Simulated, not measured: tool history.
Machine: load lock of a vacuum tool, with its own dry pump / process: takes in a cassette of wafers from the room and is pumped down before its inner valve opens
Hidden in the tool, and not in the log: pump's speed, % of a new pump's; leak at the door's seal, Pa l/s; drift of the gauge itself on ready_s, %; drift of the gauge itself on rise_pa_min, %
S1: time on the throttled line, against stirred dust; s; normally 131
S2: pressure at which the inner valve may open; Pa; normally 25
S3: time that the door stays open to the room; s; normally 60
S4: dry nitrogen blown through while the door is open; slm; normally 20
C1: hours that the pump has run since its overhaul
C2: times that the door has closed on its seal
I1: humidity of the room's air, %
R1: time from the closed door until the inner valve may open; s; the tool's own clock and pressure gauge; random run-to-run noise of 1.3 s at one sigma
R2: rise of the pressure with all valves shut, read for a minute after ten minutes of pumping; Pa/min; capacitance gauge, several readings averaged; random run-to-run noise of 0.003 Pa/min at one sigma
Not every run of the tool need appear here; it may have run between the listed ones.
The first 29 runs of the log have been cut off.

run    hour   S1  S2   S3  S4     C1     C2    I1     R1     R2
 30  3163.5   95  37  162   8   9183  38050  45.4  186.8  0.161
 31  3277.8  131  33   62  20   9297  38588  44.8  221.2  0.150
 32  3360.1  131  33   62  20   9379  38975  45.6  220.7  0.157
 33  3426.9  131  33   62  20   9446  39290  45.5  219.6  0.159
 34  3577.3  112  29   30  33   9597  39997  42.7  206.0  0.154
 35  3723.7  131  20   60  20   9743  40686  46.5  225.3  0.166
 36  3853.2  131  20   60  20   9872  41295  45.9  229.2  0.169
 37  3997.7  131  25  205   7  10017  41975  43.5  226.7  0.189
 38  4116.4  131  25  205   7  10136  42533  43.2  223.5  0.195

Here are 3 independent what-if runs from the current tool condition. What would each one return?
  A  4263.7  103  47  151   7  10283  43226  46.6   ?   ?
  B  4263.7   74  38  205   7  10283  43226  45.8   ?   ?
  C  4263.7  131  25  205  19  10283  43226  50.8   ?   ?

run     R1     R2
  A  195.2  0.192
  B  174.3  0.197
  C  225.2  0.192
With the hidden condition removed and each run's random variation left untouched, the same runs would have given:
run     R1     R2
  A  179.2  0.026
  B  156.4  0.028
  C  208.7  0.025

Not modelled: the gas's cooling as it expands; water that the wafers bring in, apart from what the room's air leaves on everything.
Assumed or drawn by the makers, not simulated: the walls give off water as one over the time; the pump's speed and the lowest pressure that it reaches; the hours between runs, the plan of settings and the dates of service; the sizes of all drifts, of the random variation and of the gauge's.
